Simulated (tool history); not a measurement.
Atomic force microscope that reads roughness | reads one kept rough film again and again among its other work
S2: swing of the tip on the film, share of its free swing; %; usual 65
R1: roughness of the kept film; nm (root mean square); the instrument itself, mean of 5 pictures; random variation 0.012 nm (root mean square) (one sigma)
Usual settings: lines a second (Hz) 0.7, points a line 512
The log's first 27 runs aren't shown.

Run 28, hour 184: usual settings but S2 71 %. Result: R1 2.828 nm (root mean square).
Run 29, hour 188.7: usual settings but S2 64 %, points a line 980. Result: R1 2.897 nm (root mean square).
Run 30, hour 195.1: usual settings but lines a second (Hz) 1.863, points a line 814. Result: R1 2.776 nm (root mean square).
Run 31, hour 199.5: usual settings but lines a second (Hz) 1.863, points a line 814. Result: R1 2.743 nm (root mean square).
At hour 204.4: new tip fitted.
Run 32, hour 208.8: usual settings but lines a second (Hz) 0.953, S2 89 %. Result: R1 2.615 nm (root mean square).
Run 33, hour 214.7: usual settings but lines a second (Hz) 0.953, S2 89 %. Result: R1 2.634 nm (root mean square).
Run 34, hour 224.5: usual settings but lines a second (Hz) 1.353, S2 75 %, points a line 258. Result: R1 2.623 nm (root mean square).
Run 35, hour 233.4: usual settings but lines a second (Hz) 1.353, S2 83 %, points a line 258. Result: R1 2.516 nm (root mean square).
Run 36, hour 237.7: usual settings but lines a second (Hz) 1.353, S2 83 %, points a line 258. Result: R1 2.531 nm (root mean square).
Run 37, hour 247.2: usual settings but points a line 595. Result: R1 2.895 nm (root mean square).
Run 38, hour 251.9: usual settings but lines a second (Hz) 0.567, S2 62 %, points a line 262. Result: R1 2.813 nm (root mean square).
Run 39, hour 256.2: usual settings but lines a second (Hz) 0.567, S2 62 %, points a line 262. Result: R1 2.827 nm (root mean square).
Run 40, hour 261.6: usual settings but lines a second (Hz) 0.567, S2 62 %, points a line 262. Result: R1 2.811 nm (root mean square).
Run 41, hour 266.4: usual settings but lines a second (Hz) 2.999, S2 56 %. Result: R1 2.763 nm (root mean square).
At hour 272.5: new tip fitted.
Run 42, hour 276.1: usual settings but lines a second (Hz) 1.935, S2 56 %, points a line 443. Result: R1 2.793 nm (root mean square).
Run 43, hour 282.3: usual settings but lines a second (Hz) 3.938, points a line 349. Result: R1 2.554 nm (root mean square).
Run 44, hour 287.6: usual settings but lines a second (Hz) 3.942, S2 89 %, points a line 302. Result: R1 1.905 nm (root mean square).
Run 45, hour 297.5: usual settings but lines a second (Hz) 2.147, S2 69 %, points a line 976. Result: R1 2.684 nm (root mean square).
Run 46, hour 302.2: usual settings but points a line 648. Result: R1 2.886 nm (root mean square).
Run 47, hour 312: usual settings but points a line 648. Result: R1 2.893 nm (root mean square).
Run 48, hour 320.1: usual settings but lines a second (Hz) 1.127, S2 71 %, points a line 648. Result: R1 2.785 nm (root mean square).
Run 49, hour 329: usual settings but lines a second (Hz) 1.144, S2 64 %, points a line 726. Result: R1 2.861 nm (root mean square).
Run 50, hour 337.2: usual settings but lines a second (Hz) 1.144, S2 64 %, points a line 726. Result: R1 2.842 nm (root mean square).
At hour 340.1: new tip fitted.
Run 51, hour 346.8: usual settings but lines a second (Hz) 1.144, S2 64 %, points a line 726. Result: R1 2.865 nm (root mean square).
Run 52, hour 354.4: usual settings but lines a second (Hz) 1.144, S2 64 %, points a line 726. Result: R1 2.857 nm (root mean square).

5 ways to go on from here, each from the tool as it stands after run 52. What would each give?
Run A, hour 360.8: usual settings but lines a second (Hz) 0.67, S2 77 %, points a line 273. Result: R1 ?.
Run B, hour 360.8: usual settings but lines a second (Hz) 2.262, S2 64 %, points a line 373. Result: R1 ?.
Run C, hour 360.8: usual settings but lines a second (Hz) 1.434, S2 68 %, points a line 472. Result: R1 ?.
Run D, hour 360.8: usual settings but lines a second (Hz) 1.091, S2 64 %, points a line 744. Result: R1 ?.
Run E, hour 360.8: usual settings but S2 73 %. Result: R1 ?.

run     R1
  A  2.741
  B  2.692
  C  2.768
  D  2.843
  E  2.824
Without the tool's hidden state the same runs would have given:
run     R1
  A  2.742
  B  2.693
  C   2.77
  D  2.845
  E  2.826
